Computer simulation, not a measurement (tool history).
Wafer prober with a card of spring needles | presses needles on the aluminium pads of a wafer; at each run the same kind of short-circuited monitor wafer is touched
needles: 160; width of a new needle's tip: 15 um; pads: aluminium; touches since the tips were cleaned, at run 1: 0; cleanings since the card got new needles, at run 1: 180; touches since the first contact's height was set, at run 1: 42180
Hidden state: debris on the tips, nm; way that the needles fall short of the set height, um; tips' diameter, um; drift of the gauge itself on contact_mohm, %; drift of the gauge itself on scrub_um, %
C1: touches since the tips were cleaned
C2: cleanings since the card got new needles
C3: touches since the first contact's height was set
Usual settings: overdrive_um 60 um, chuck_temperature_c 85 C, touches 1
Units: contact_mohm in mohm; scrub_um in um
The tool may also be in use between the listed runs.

{"run": 1, "hour": 0.0, "overdrive_um": 60, "chuck_temperature_c": 85, "touches": 1, "C1": 0, "C2": 180, "C3": 42180, "contact_mohm": 307, "scrub_um": 11.83}
{"hour": 3.6, "done": "tips cleaned on abrasive film"}
{"hour": 6.5, "done": "tips cleaned on abrasive film"}
{"hour": 10.1, "done": "tips cleaned on abrasive film"}
{"hour": 12.9, "done": "tips cleaned on abrasive film"}
{"hour": 15.8, "done": "tips cleaned on abrasive film"}
{"hour": 27.8, "done": "card fitted with new needles"}
{"hour": 31.3, "done": "tips cleaned on abrasive film"}
{"run": 2, "hour": 31.3, "overdrive_um": 72, "chuck_temperature_c": 85, "touches": 1, "C1": 0, "C2": 1, "C3": 1898, "contact_mohm": 284, "scrub_um": 14.66}
{"hour": 34.9, "done": "tips cleaned on abrasive film"}
{"hour": 38.5, "done": "tips cleaned on abrasive film"}
{"hour": 41.4, "done": "tips cleaned on abrasive film"}
{"hour": 44.9, "done": "tips cleaned on abrasive film"}
{"hour": 47.8, "done": "tips cleaned on abrasive film"}
{"hour": 51.4, "done": "tips cleaned on abrasive film"}
{"run": 3, "hour": 52.5, "overdrive_um": 72, "chuck_temperature_c": 85, "touches": 1, "C1": 635, "C2": 7, "C3": 13577, "contact_mohm": 299, "scrub_um": 14.64}
{"hour": 54.7, "done": "tips cleaned on abrasive film"}
{"hour": 58.3, "done": "tips cleaned on abrasive film"}
{"hour": 61.2, "done": "tips cleaned on abrasive film"}
{"hour": 64.8, "done": "tips cleaned on abrasive film"}
{"hour": 67.7, "done": "tips cleaned on abrasive film"}
{"run": 4, "hour": 68.0, "overdrive_um": 60, "chuck_temperature_c": 85, "touches": 2, "C1": 204, "C2": 12, "C3": 22065, "contact_mohm": 295, "scrub_um": 12.06}
{"hour": 70.9, "done": "tips cleaned on abrasive film"}
{"hour": 74.5, "done": "tips cleaned on abrasive film"}
{"hour": 78.1, "done": "tips cleaned on abrasive film"}
{"hour": 81.0, "done": "tips cleaned on abrasive film"}
{"hour": 83.9, "done": "tips cleaned on abrasive film"}
{"hour": 86.8, "done": "tips cleaned on abrasive film"}
{"hour": 89.7, "done": "tips cleaned on abrasive film"}
{"hour": 93.3, "done": "tips cleaned on abrasive film"}
{"hour": 96.8, "done": "tips cleaned on abrasive film"}
{"hour": 100.4, "done": "tips cleaned on abrasive film"}
{"run": 5, "hour": 102.5, "overdrive_um": 60, "chuck_temperature_c": 85, "touches": 2, "C1": 1159, "C2": 22, "C3": 40975, "contact_mohm": 319, "scrub_um": 11.7}
{"hour": 104.0, "done": "tips cleaned on abrasive film"}
{"hour": 106.9, "done": "tips cleaned on abrasive film"}
{"hour": 109.7, "done": "tips cleaned on abrasive film"}
{"hour": 113.3, "done": "tips cleaned on abrasive film"}
{"hour": 116.9, "done": "tips cleaned on abrasive film"}
{"hour": 119.8, "done": "tips cleaned on abrasive film"}
{"hour": 123.4, "done": "tips cleaned on abrasive film"}
{"hour": 126.3, "done": "tips cleaned on abrasive film"}
{"hour": 129.2, "done": "tips cleaned on abrasive film"}
{"run": 6, "hour": 130.0, "overdrive_um": 60, "chuck_temperature_c": 85, "touches": 2, "C1": 449, "C2": 31, "C3": 56018, "contact_mohm": 306, "scrub_um": 11.4}
{"hour": 132.2, "done": "tips cleaned on abrasive film"}
{"hour": 135.7, "done": "tips cleaned on abrasive film"}
{"hour": 139.3, "done": "tips cleaned on abrasive film"}
{"hour": 142.2, "done": "tips cleaned on abrasive film"}
{"hour": 145.1, "done": "tips cleaned on abrasive film"}
{"hour": 148.0, "done": "tips cleaned on abrasive film"}
{"run": 7, "hour": 148.0, "overdrive_um": 60, "chuck_temperature_c": 85, "touches": 2, "C1": 24, "C2": 37, "C3": 65900, "contact_mohm": 296, "scrub_um": 11.31}
{"hour": 150.9, "done": "tips cleaned on abrasive film"}
{"hour": 154.5, "done": "tips cleaned on abrasive film"}
{"hour": 154.8, "done": "height of the first contact set anew"}
{"hour": 158.4, "done": "tips cleaned on abrasive film"}
{"hour": 162.0, "done": "tips cleaned on abrasive film"}
{"hour": 165.6, "done": "tips cleaned on abrasive film"}
{"run": 8, "hour": 165.6, "overdrive_um": 60, "chuck_temperature_c": 85, "touches": 3, "C1": 14, "C2": 42, "C3": 5930, "contact_mohm": 290, "scrub_um": 10.69}
{"hour": 168.5, "done": "tips cleaned on abrasive film"}
{"hour": 171.4, "done": "tips cleaned on abrasive film"}
{"hour": 174.9, "done": "tips cleaned on abrasive film"}
{"hour": 178.5, "done": "tips cleaned on abrasive film"}
{"hour": 181.4, "done": "tips cleaned on abrasive film"}
{"hour": 184.3, "done": "tips cleaned on abrasive film"}
{"hour": 187.2, "done": "tips cleaned on abrasive film"}
{"hour": 190.8, "done": "tips cleaned on abrasive film"}
{"run": 9, "hour": 192.5, "overdrive_um": 60, "chuck_temperature_c": 85, "touches": 3, "C1": 976, "C2": 50, "C3": 20706, "contact_mohm": 313, "scrub_um": 10.38}
{"hour": 194.0, "done": "tips cleaned on abrasive film"}
{"hour": 196.9, "done": "tips cleaned on abrasive film"}
{"hour": 200.5, "done": "tips cleaned on abrasive film"}
{"hour": 204.1, "done": "tips cleaned on abrasive film"}
{"hour": 207.0, "done": "tips cleaned on abrasive film"}
{"run": 10, "hour": 208.2, "overdrive_um": 60, "chuck_temperature_c": 85, "touches": 3, "C1": 678, "C2": 55, "C3": 29274, "contact_mohm": 309, "scrub_um": 10.39}
{"hour": 210.3, "done": "tips cleaned on abrasive film"}
{"hour": 213.2, "done": "tips cleaned on abrasive film"}
{"hour": 216.1, "done": "tips cleaned on abrasive film"}
{"hour": 219.0, "done": "tips cleaned on abrasive film"}
{"hour": 222.6, "done": "tips cleaned on abrasive film"}
{"hour": 225.5, "done": "tips cleaned on abrasive film"}
{"hour": 228.9, "done": "tips cleaned on abrasive film"}
{"run": 11, "hour": 228.9, "overdrive_um": 60, "chuck_temperature_c": 85, "touches": 1, "C1": 0, "C2": 62, "C3": 40628, "contact_mohm": 301, "scrub_um": 10.02}
{"hour": 231.8, "done": "tips cleaned on abrasive film"}
{"hour": 234.7, "done": "tips cleaned on abrasive film"}
{"hour": 237.6, "done": "tips cleaned on abrasive film"}
{"hour": 241.2, "done": "tips cleaned on abrasive film"}
{"hour": 244.1, "done": "tips cleaned on abrasive film"}
{"hour": 247.2, "done": "height of the first contact set anew, once more"}
{"hour": 248.0, "done": "tips cleaned on abrasive film"}
{"hour": 250.8, "done": "tips cleaned on abrasive film"}
{"hour": 253.7, "done": "tips cleaned on abrasive film"}
{"hour": 257.3, "done": "tips cleaned on abrasive film"}
{"hour": 260.2, "done": "tips cleaned on abrasive film"}
{"hour": 263.1, "done": "tips cleaned on abrasive film"}
{"run": 12, "hour": 264.8, "overdrive_um": 65, "chuck_temperature_c": 95, "touches": 1, "C1": 955, "C2": 73, "C3": 9633, "contact_mohm": 330, "scrub_um": 13.26}
{"hour": 266.3, "done": "tips cleaned on abrasive film"}
{"hour": 269.2, "done": "tips cleaned on abrasive film"}
{"hour": 272.1, "done": "tips cleaned on abrasive film"}
{"hour": 275.6, "done": "tips cleaned on abrasive film"}
{"hour": 279.2, "done": "tips cleaned on abrasive film"}
{"run": 13, "hour": 279.9, "overdrive_um": 55, "chuck_temperature_c": 32, "touches": 1, "C1": 368, "C2": 78, "C3": 17891, "contact_mohm": 306, "scrub_um": 11.13}
{"hour": 282.8, "done": "tips cleaned on abrasive film"}
{"hour": 285.7, "done": "tips cleaned on abrasive film"}
{"hour": 289.3, "done": "tips cleaned on abrasive film"}
{"hour": 292.8, "done": "tips cleaned on abrasive film"}
{"hour": 296.4, "done": "tips cleaned on abrasive film"}
{"hour": 300.0, "done": "tips cleaned on abrasive film"}
{"hour": 303.6, "done": "tips cleaned on abrasive film"}
{"hour": 307.2, "done": "tips cleaned on abrasive film"}
{"hour": 310.1, "done": "tips cleaned on abrasive film"}
{"hour": 313.7, "done": "tips cleaned on abrasive film"}
{"run": 14, "hour": 315.1, "overdrive_um": 55, "chuck_temperature_c": 32, "touches": 1, "C1": 816, "C2": 88, "C3": 37246, "contact_mohm": 335, "scrub_um": 10.77}
{"hour": 316.6, "done": "tips cleaned on abrasive film"}
{"hour": 319.5, "done": "tips cleaned on abrasive film"}
{"hour": 322.4, "done": "tips cleaned on abrasive film"}
{"hour": 325.3, "done": "tips cleaned on abrasive film"}
{"hour": 328.2, "done": "tips cleaned on abrasive film"}
{"hour": 331.7, "done": "tips cleaned on abrasive film"}
{"hour": 335.3, "done": "tips cleaned on abrasive film"}
{"hour": 338.2, "done": "tips cleaned on abrasive film"}
{"hour": 341.8, "done": "tips cleaned on abrasive film"}
{"run": 15, "hour": 343.9, "overdrive_um": 55, "chuck_temperature_c": 32, "touches": 1, "C1": 1199, "C2": 97, "C3": 53042, "contact_mohm": 352, "scrub_um": 10.54}
{"hour": 344.7, "done": "tips cleaned on abrasive film"}
{"hour": 347.6, "done": "tips cleaned on abrasive film"}
{"hour": 350.5, "done": "tips cleaned on abrasive film"}
{"hour": 354.1, "done": "tips cleaned on abrasive film"}
{"hour": 357.7, "done": "tips cleaned on abrasive film"}
{"hour": 360.6, "done": "tips cleaned on abrasive film"}
{"run": 16, "hour": 360.8, "overdrive_um": 55, "chuck_temperature_c": 32, "touches": 1, "C1": 104, "C2": 103, "C3": 62231, "contact_mohm": 289, "scrub_um": 10.38}
{"hour": 363.7, "done": "tips cleaned on abrasive film"}
{"hour": 366.5, "done": "tips cleaned on abrasive film"}
{"hour": 370.1, "done": "tips cleaned on abrasive film"}
{"hour": 373.0, "done": "tips cleaned on abrasive film"}
{"hour": 374.0, "done": "height of the first contact set anew"}
{"hour": 376.2, "done": "tips cleaned on abrasive film"}
{"hour": 379.1, "done": "tips cleaned on abrasive film"}
{"hour": 382.7, "done": "tips cleaned on abrasive film"}
{"hour": 386.3, "done": "tips cleaned on abrasive film"}
{"hour": 389.9, "done": "tips cleaned on abrasive film"}
{"hour": 393.4, "done": "tips cleaned on abrasive film"}
{"run": 17, "hour": 395.0, "overdrive_um": 55, "chuck_temperature_c": 32, "touches": 1, "C1": 878, "C2": 113, "C3": 11528, "contact_mohm": 338, "scrub_um": 10.93}
{"hour": 396.5, "done": "tips cleaned on abrasive film"}
{"hour": 399.4, "done": "tips cleaned on abrasive film"}
{"hour": 403.0, "done": "tips cleaned on abrasive film"}
{"hour": 405.9, "done": "tips cleaned on abrasive film"}
{"hour": 408.7, "done": "tips cleaned on abrasive film"}
{"hour": 412.3, "done": "tips cleaned on abrasive film"}
{"hour": 415.9, "done": "tips cleaned on abrasive film"}
{"run": 18, "hour": 418.7, "overdrive_um": 55, "chuck_temperature_c": 32, "touches": 1, "C1": 1567, "C2": 120, "C3": 24531, "contact_mohm": 372, "scrub_um": 10.85}
{"hour": 419.5, "done": "tips cleaned on abrasive film"}
{"hour": 422.4, "done": "tips cleaned on abrasive film"}
{"hour": 426.0, "done": "tips cleaned on abrasive film"}
{"hour": 428.9, "done": "tips cleaned on abrasive film"}
{"hour": 431.7, "done": "tips cleaned on abrasive film"}
{"hour": 434.6, "done": "tips cleaned on abrasive film"}
{"hour": 437.5, "done": "tips cleaned on abrasive film"}
{"hour": 441.1, "done": "tips cleaned on abrasive film"}
{"hour": 444.7, "done": "tips cleaned on abrasive film"}
{"hour": 448.3, "done": "tips cleaned on abrasive film"}
{"hour": 451.2, "done": "tips cleaned on abrasive film"}
{"run": 19, "hour": 452.3, "overdrive_um": 55, "chuck_temperature_c": 32, "touches": 1, "C1": 644, "C2": 131, "C3": 42925, "contact_mohm": 337, "scrub_um": 10.64}
{"hour": 454.5, "done": "tips cleaned on abrasive film"}
{"hour": 457.4, "done": "tips cleaned on abrasive film"}
{"hour": 460.3, "done": "tips cleaned on abrasive film"}
{"hour": 463.2, "done": "tips cleaned on abrasive film"}
{"hour": 466.1, "done": "tips cleaned on abrasive film"}
{"hour": 469.6, "done": "tips cleaned on abrasive film"}
{"hour": 473.2, "done": "tips cleaned on abrasive film"}
{"hour": 476.1, "done": "tips cleaned on abrasive film"}
{"hour": 479.7, "done": "tips cleaned on abrasive film"}
{"hour": 482.6, "done": "tips cleaned on abrasive film"}
{"hour": 485.5, "done": "tips cleaned on abrasive film"}
{"run": 20, "hour": 485.5, "overdrive_um": 55, "chuck_temperature_c": 108, "touches": 2, "C1": 0, "C2": 142, "C3": 61102, "contact_mohm": 307, "scrub_um": 10.55}
{"hour": 488.4, "done": "tips cleaned on abrasive film"}
{"hour": 491.3, "done": "tips cleaned on abrasive film"}
{"hour": 494.9, "done": "tips cleaned on abrasive film"}
{"hour": 497.8, "done": "tips cleaned on abrasive film"}
{"hour": 500.7, "done": "tips cleaned on abrasive film"}
{"hour": 501.0, "done": "height of the first contact set anew"}
{"hour": 504.6, "done": "tips cleaned on abrasive film"}
{"run": 21, "hour": 506.6, "overdrive_um": 55, "chuck_temperature_c": 108, "touches": 2, "C1": 1132, "C2": 148, "C3": 3104, "contact_mohm": 347, "scrub_um": 11.26}

Forecast each of these 3 alternatives for the next run:
{"hour": 508.1, "done": "tips cleaned on abrasive film"}
{"hour": 511.7, "done": "tips cleaned on abrasive film"}
{"hour": 515.2, "done": "tips cleaned on abrasive film"}
{"hour": 518.1, "done": "tips cleaned on abrasive film"}
{"hour": 521.0, "done": "tips cleaned on abrasive film"}
{"hour": 523.9, "done": "tips cleaned on abrasive film"}
{"hour": 527.5, "done": "tips cleaned on abrasive film"}
{"hour": 530.4, "done": "tips cleaned on abrasive film"}
{"run": "A", "hour": 531.0, "overdrive_um": 49, "chuck_temperature_c": 85, "touches": 1, "C1": 322, "C2": 156, "C3": 16442, "contact_mohm": "?", "scrub_um": "?"}
{"hour": 508.1, "done": "tips cleaned on abrasive film"}
{"hour": 511.7, "done": "tips cleaned on abrasive film"}
{"hour": 515.2, "done": "tips cleaned on abrasive film"}
{"hour": 518.1, "done": "tips cleaned on abrasive film"}
{"hour": 521.0, "done": "tips cleaned on abrasive film"}
{"hour": 523.9, "done": "tips cleaned on abrasive film"}
{"hour": 527.5, "done": "tips cleaned on abrasive film"}
{"hour": 530.4, "done": "tips cleaned on abrasive film"}
{"run": "B", "hour": 531.0, "overdrive_um": 70, "chuck_temperature_c": 82, "touches": 1, "C1": 322, "C2": 156, "C3": 16442, "contact_mohm": "?", "scrub_um": "?"}
{"hour": 508.1, "done": "tips cleaned on abrasive film"}
{"hour": 511.7, "done": "tips cleaned on abrasive film"}
{"hour": 515.2, "done": "tips cleaned on abrasive film"}
{"hour": 518.1, "done": "tips cleaned on abrasive film"}
{"hour": 521.0, "done": "tips cleaned on abrasive film"}
{"hour": 523.9, "done": "tips cleaned on abrasive film"}
{"hour": 527.5, "done": "tips cleaned on abrasive film"}
{"hour": 530.4, "done": "tips cleaned on abrasive film"}
{"run": "C", "hour": 531.0, "overdrive_um": 44, "chuck_temperature_c": 46, "touches": 1, "C1": 322, "C2": 156, "C3": 16442, "contact_mohm": "?", "scrub_um": "?"}

run=A contact_mohm=347 scrub_um=9.77
run=B contact_mohm=314 scrub_um=14.07
run=C contact_mohm=346 scrub_um=8.74
Without the tool's hidden state the same runs would have given:
run=A contact_mohm=295 scrub_um=9.97
run=B contact_mohm=287 scrub_um=14.28
run=C contact_mohm=281 scrub_um=8.94
